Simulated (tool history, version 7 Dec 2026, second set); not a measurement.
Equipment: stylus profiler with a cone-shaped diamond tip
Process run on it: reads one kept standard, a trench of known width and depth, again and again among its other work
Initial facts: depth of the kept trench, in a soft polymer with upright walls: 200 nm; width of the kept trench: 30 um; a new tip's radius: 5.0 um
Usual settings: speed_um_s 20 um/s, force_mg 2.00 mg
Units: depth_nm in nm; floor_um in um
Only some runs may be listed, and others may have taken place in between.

run,day,speed_um_s,force_mg,depth_nm,floor_um
1,0.000,20,2.00,202.14,27.15
2,1.150,20,2.00,202.15,27.16
3,2.208,20,2.98,202.92,27.16
4,3.267,20,2.98,202.86,27.14
5,4.583,20,2.98,202.58,27.15
6,5.692,20,2.98,202.79,27.16
7,6.942,12,2.98,202.97,27.17
8,7.779,12,2.98,202.96,27.15
9,9.200,12,2.98,202.71,27.16
10,10.000,12,2.98,202.68,27.16
11,11.154,63,0.88,201.33,26.98
12,11.796,63,3.65,203.16,27.14
13,13.192,63,3.65,203.18,27.09
14,14.042,9,2.20,202.28,27.12
15,15.079,17,5.36,203.97,27.15
16,15.908,9,0.68,200.84,27.15

What will run 17 give?
17,16.675,15,0.97,?,?

{"run 17": {"depth_nm": 201.34, "floor_um": 27.13}}
With the hidden condition absent and the run-to-run variation left alone, this run would have shown depth_nm 201.34 nm, floor_um 27.13 um.
